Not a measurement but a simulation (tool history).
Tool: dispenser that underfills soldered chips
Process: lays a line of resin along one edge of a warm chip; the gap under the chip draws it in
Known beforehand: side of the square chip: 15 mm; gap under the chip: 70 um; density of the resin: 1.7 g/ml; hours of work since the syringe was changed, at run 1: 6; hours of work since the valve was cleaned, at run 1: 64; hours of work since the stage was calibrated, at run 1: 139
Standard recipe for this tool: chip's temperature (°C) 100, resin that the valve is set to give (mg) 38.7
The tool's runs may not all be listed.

| run | hour | chip's temperature (°C) | resin that the valve is set to give (mg) | hours of work since the syringe was changed | hours of work since the valve was cleaned | hours of work since the stage was calibrated | time until the resin shows at the far edge (s) | resin that the valve gave (mg) |
|---|---|---|---|---|---|---|---|---|
| 1 | 0.0 | 100 | 38.7 | 6 | 64 | 139 | 161.9 | 37.75 |
|  | 1.1 | new syringe of resin |
| 2 | 2.6 | 100 | 38.7 | 1 | 66 | 141 | 139.3 | 37.74 |
| 3 | 5.4 | 100 | 38.7 | 3 | 68 | 143 | 152.7 | 37.92 |
| 4 | 7.7 | 93 | 38.7 | 5 | 69 | 145 | 216.9 | 37.87 |
|  | 9.9 | new syringe of resin |
| 5 | 10.7 | 93 | 38.7 | 1 | 71 | 147 | 174.9 | 37.78 |
| 6 | 14.7 | 93 | 38.7 | 4 | 74 | 150 | 201.6 | 37.47 |
|  | 18.5 | new syringe of resin |
| 7 | 19.8 | 93 | 38.7 | 1 | 78 | 153 | 179.5 | 37.25 |
| 8 | 22.1 | 100 | 38.7 | 3 | 80 | 155 | 143.1 | 37.27 |
| 9 | 25.0 | 100 | 38.7 | 5 | 82 | 157 | 155.1 | 37.61 |
|  | 27.3 | new syringe of resin |
| 10 | 28.8 | 100 | 38.7 | 1 | 84 | 160 | 135.7 | 37.13 |
| 11 | 32.1 | 100 | 38.7 | 4 | 87 | 162 | 149.2 | 37.23 |
|  | 36.0 | new syringe of resin |
| 12 | 36.4 | 100 | 38.7 | 0 | 90 | 165 | 131.0 | 37.24 |
| 13 | 39.4 | 100 | 38.7 | 3 | 92 | 167 | 137.6 | 37.37 |
| 14 | 43.5 | 100 | 33.4 | 6 | 95 | 171 | 167.8 | 32.19 |
|  | 44.5 | new syringe of resin |
| 15 | 46.4 | 100 | 38.7 | 1 | 97 | 172 | 134.8 | 37.12 |
| 16 | 50.6 | 100 | 38.7 | 5 | 100 | 176 | 152.4 | 36.79 |
|  | 53.3 | new syringe of resin |
| 17 | 55.2 | 100 | 34.4 | 1 | 103 | 179 | 141.4 | 33.00 |
| 18 | 58.8 | 85 | 38.7 | 4 | 106 | 181 | 289.5 | 37.05 |
|  | 62.0 | new syringe of resin |
| 19 | 63.4 | 109 | 47.9 | 1 | 109 | 185 | 90.0 | 45.79 |
| 20 | 67.4 | 110 | 41.3 | 4 | 112 | 188 | 98.0 | 39.32 |
|  | 70.6 | new syringe of resin |
| 21 | 71.7 | 110 | 41.3 | 1 | 115 | 191 | 86.1 | 39.52 |
| 22 | 73.8 | 95 | 49.0 | 2 | 117 | 192 | 166.8 | 46.64 |
| 23 | 76.3 | 112 | 34.7 | 4 | 119 | 194 | 96.8 | 33.18 |
|  | 79.3 | new syringe of resin |
| 24 | 80.8 | 99 | 34.4 | 1 | 122 | 197 | 146.3 | 32.76 |
| 25 | 84.2 | 109 | 45.1 | 4 | 124 | 200 | 102.1 | 43.10 |
| 26 | 87.5 | 110 | 38.7 | 6 | 127 | 202 | 110.0 | 36.47 |
|  | 88.1 | new syringe of resin |
|  | 90.3 | dispensing valve cleaned and set on the balance |
| 27 | 91.2 | 110 | 38.7 | 2 | 1 | 204 | 89.5 | 38.73 |
| 28 | 93.4 | 92 | 42.7 | 3 | 2 | 206 | 198.8 | 42.65 |
|  | 97.8 | new syringe of resin |
| 29 | 98.0 | 108 | 41.9 | 0 | 6 | 209 | 91.8 | 42.01 |

Run 30, settings as shown, results not yet in. Your forecast:
| 30 | 100.4 | 108 | 41.9 | 2 | 7 | 211 | ? | ? |

Run 30 gave time until the resin shows at the far edge (s) 99.0, resin that the valve gave (mg) 41.70.
Minus the tool's unlogged condition, the same run would have read time until the resin shows at the far edge (s) 92.3, resin that the valve gave (mg) 41.84.
